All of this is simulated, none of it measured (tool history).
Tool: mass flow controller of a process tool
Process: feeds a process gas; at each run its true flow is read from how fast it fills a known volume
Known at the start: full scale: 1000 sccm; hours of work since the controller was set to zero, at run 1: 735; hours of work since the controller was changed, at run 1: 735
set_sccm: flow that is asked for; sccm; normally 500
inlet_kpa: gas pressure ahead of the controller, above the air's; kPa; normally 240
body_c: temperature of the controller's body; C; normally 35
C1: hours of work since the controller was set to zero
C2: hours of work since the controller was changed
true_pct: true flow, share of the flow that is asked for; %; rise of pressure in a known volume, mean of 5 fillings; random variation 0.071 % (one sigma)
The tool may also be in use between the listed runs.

Run 1, day 0: usual settings; C1 735; C2 735. Result: true_pct 100.01 %.
Run 2, day 6.667: usual settings but body_c 24 C; C1 786; C2 786. Result: true_pct 99.5 %.
Run 3, day 14.121: usual settings but body_c 24 C; C1 843; C2 843. Result: true_pct 99.52 %.
Run 4, day 18.862: usual settings but body_c 30 C; C1 879; C2 879. Result: true_pct 99.81 %.
Run 5, day 24.325: usual settings but set_sccm 174 sccm; C1 921; C2 921. Result: true_pct 99.99 %.
Run 6, day 33.029: usual settings but set_sccm 517 sccm; C1 988; C2 988. Result: true_pct 100.02 %.
Run 7, day 38.038: usual settings but set_sccm 517 sccm; C1 1026; C2 1026. Result: true_pct 100.01 %.
Run 8, day 42.196: usual settings but set_sccm 517 sccm, inlet_kpa 232 kPa; C1 1058; C2 1058. Result: true_pct 100.07 %.
Run 9, day 46.192: usual settings but set_sccm 517 sccm, inlet_kpa 232 kPa; C1 1089; C2 1089. Result: true_pct 99.95 %.
Run 10, day 52.946: usual settings but set_sccm 517 sccm, inlet_kpa 232 kPa; C1 1140; C2 1140. Result: true_pct 100 %.
Run 11, day 61.104: usual settings but body_c 27 C; C1 1203; C2 1203. Result: true_pct 99.75 %.
Run 12, day 67.938: usual settings but body_c 31 C; C1 1255; C2 1255. Result: true_pct 99.92 %.
Run 13, day 72.967: usual settings but body_c 31 C; C1 1294; C2 1294. Result: true_pct 99.76 %.
Run 14, day 80.35: usual settings but set_sccm 913 sccm, inlet_kpa 187 kPa, body_c 24 C; C1 1350; C2 1350. Result: true_pct 100.15 %.
Run 15, day 86.904: usual settings but set_sccm 301 sccm, inlet_kpa 171 kPa, body_c 31 C; C1 1401; C2 1401. Result: true_pct 99.99 %.
Run 16, day 95.312: usual settings but set_sccm 301 sccm, inlet_kpa 171 kPa, body_c 31 C; C1 1465; C2 1465. Result: true_pct 99.99 %.
At day 96: controller's zero set anew.
Run 17, day 100.867: usual settings but set_sccm 301 sccm, inlet_kpa 171 kPa, body_c 31 C; C1 37; C2 1508. Result: true_pct 100.3 %.
Run 18, day 108.65: usual settings but set_sccm 301 sccm, inlet_kpa 171 kPa, body_c 30 C; C1 97; C2 1567. Result: true_pct 100.23 %.
Run 19, day 117.508: usual settings but set_sccm 425 sccm; C1 165; C2 1635. Result: true_pct 100.16 %.
At day 120.25: controller's zero set anew, once more.
Run 20, day 122.492: usual settings but set_sccm 271 sccm, inlet_kpa 236 kPa, body_c 28 C; C1 17; C2 1673. Result: true_pct 98.97 %.
Run 21, day 128.879: usual settings but set_sccm 798 sccm, inlet_kpa 273 kPa, body_c 32 C; C1 66; C2 1722. Result: true_pct 99.88 %.
Run 22, day 135.138: usual settings but set_sccm 118 sccm, inlet_kpa 145 kPa, body_c 34 C; C1 114; C2 1770. Result: true_pct 99.44 %.
Run 23, day 142.767: usual settings but set_sccm 118 sccm, inlet_kpa 145 kPa, body_c 34 C; C1 173; C2 1828. Result: true_pct 99.62 %.

Consider 4 possible next runs. They are alternatives, not a sequence: every one starts from the tool as it was left by run 23. What does each give?
Run A, day 147.712: usual settings but set_sccm 319 sccm, inlet_kpa 189 kPa, body_c 34 C; C1 210; C2 1866. Result: true_pct ?.
Run B, day 147.712: usual settings but set_sccm 257 sccm, inlet_kpa 167 kPa, body_c 33 C; C1 210; C2 1866. Result: true_pct ?.
Run C, day 147.712: usual settings but set_sccm 634 sccm, inlet_kpa 191 kPa, body_c 26 C; C1 210; C2 1866. Result: true_pct ?.
Run D, day 147.712: usual settings but set_sccm 120 sccm, inlet_kpa 145 kPa, body_c 30 C; C1 210; C2 1866. Result: true_pct ?.

run  true_pct
  A     99.58
  B     99.56
  C     99.47
  D     99.47
With no hidden state in the tool, these same runs would have given:
run  true_pct
  A     99.67
  B     99.63
  C     99.61
  D     99.41
